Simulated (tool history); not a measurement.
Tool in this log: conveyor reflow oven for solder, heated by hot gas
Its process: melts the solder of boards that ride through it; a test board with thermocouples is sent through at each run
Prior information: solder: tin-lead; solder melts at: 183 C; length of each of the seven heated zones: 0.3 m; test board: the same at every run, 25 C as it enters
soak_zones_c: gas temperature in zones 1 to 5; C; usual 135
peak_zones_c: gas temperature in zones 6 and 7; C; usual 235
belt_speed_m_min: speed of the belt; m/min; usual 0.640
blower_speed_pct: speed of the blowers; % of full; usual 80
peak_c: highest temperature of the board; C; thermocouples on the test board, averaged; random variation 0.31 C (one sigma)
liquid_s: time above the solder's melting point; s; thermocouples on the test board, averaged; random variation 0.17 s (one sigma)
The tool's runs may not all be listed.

Run 1, day 0.000: usual settings. Result: peak_c 219.3 C, liquid_s 42.8 s.
Run 2, day 0.367: usual settings. Result: peak_c 219.3 C, liquid_s 42.5 s.
Run 3, day 1.000: usual settings. Result: peak_c 218.9 C, liquid_s 43.0 s.
At day 1.350: thermocouples of zones 6 and 7 changed.
Run 4, day 1.508: usual settings. Result: peak_c 219.9 C, liquid_s 43.3 s.
Run 5, day 1.783: usual settings. Result: peak_c 220.2 C, liquid_s 43.3 s.
Run 6, day 2.333: usual settings. Result: peak_c 219.5 C, liquid_s 43.4 s.
Run 7, day 2.617: usual settings. Result: peak_c 219.7 C, liquid_s 43.3 s.
Run 8, day 3.000: usual settings but peak_zones_c 232 C. Result: peak_c 217.1 C, liquid_s 41.7 s.
Run 9, day 3.400: usual settings but peak_zones_c 232 C. Result: peak_c 217.0 C, liquid_s 41.9 s.
Run 10, day 3.942: usual settings but blower_speed_pct 68 % of full. Result: peak_c 217.1 C, liquid_s 40.9 s.
Run 11, day 4.517: usual settings but soak_zones_c 133 C, peak_zones_c 243 C, belt_speed_m_min 0.563 m/min, blower_speed_pct 55 % of full. Result: peak_c 223.9 C, liquid_s 50.5 s.
Run 12, day 4.929: usual settings but soak_zones_c 149 C, peak_zones_c 242 C, belt_speed_m_min 0.663 m/min, blower_speed_pct 55 % of full. Result: peak_c 219.9 C, liquid_s 44.6 s.
Run 13, day 5.500: usual settings but soak_zones_c 145 C, peak_zones_c 242 C, belt_speed_m_min 0.663 m/min, blower_speed_pct 55 % of full. Result: peak_c 219.2 C, liquid_s 43.3 s.
Run 14, day 5.817: usual settings but soak_zones_c 145 C, peak_zones_c 242 C, belt_speed_m_min 0.663 m/min, blower_speed_pct 55 % of full. Result: peak_c 218.9 C, liquid_s 43.0 s.
Run 15, day 6.158: usual settings but soak_zones_c 145 C, peak_zones_c 242 C, belt_speed_m_min 0.663 m/min, blower_speed_pct 55 % of full. Result: peak_c 218.9 C, liquid_s 43.2 s.
Run 16, day 6.433: usual settings but soak_zones_c 145 C, peak_zones_c 242 C, belt_speed_m_min 0.663 m/min, blower_speed_pct 55 % of full. Result: peak_c 219.4 C, liquid_s 43.3 s.
Run 17, day 6.700: usual settings but soak_zones_c 129 C, peak_zones_c 238 C, belt_speed_m_min 0.651 m/min, blower_speed_pct 82 % of full. Result: peak_c 221.0 C, liquid_s 41.6 s.
Run 18, day 6.967: usual settings but soak_zones_c 148 C, peak_zones_c 239 C, belt_speed_m_min 0.688 m/min, blower_speed_pct 63 % of full. Result: peak_c 219.1 C, liquid_s 42.2 s.
Run 19, day 7.367: usual settings but peak_zones_c 246 C. Result: peak_c 229.3 C, liquid_s 47.1 s.

Consider 3 possible next runs. They are alternatives, not a sequence: every one starts from the tool as it was left by run 19. What does each give?
Run A, day 7.675: usual settings but soak_zones_c 141 C, peak_zones_c 236 C, belt_speed_m_min 0.518 m/min. Result: peak_c ?, liquid_s ?.
Run B, day 7.675: usual settings but peak_zones_c 246 C, belt_speed_m_min 0.590 m/min. Result: peak_c ?, liquid_s ?.
Run C, day 7.675: usual settings but soak_zones_c 145 C, peak_zones_c 230 C. Result: peak_c ?, liquid_s ?.

run  peak_c  liquid_s
  A   226.6      59.6
  B   231.3      52.6
  C   216.0      44.3
Without the tool's unlogged condition, the same runs would have read:
run  peak_c  liquid_s
  A   227.7      59.9
  B   232.7      52.9
  C   217.3      44.8

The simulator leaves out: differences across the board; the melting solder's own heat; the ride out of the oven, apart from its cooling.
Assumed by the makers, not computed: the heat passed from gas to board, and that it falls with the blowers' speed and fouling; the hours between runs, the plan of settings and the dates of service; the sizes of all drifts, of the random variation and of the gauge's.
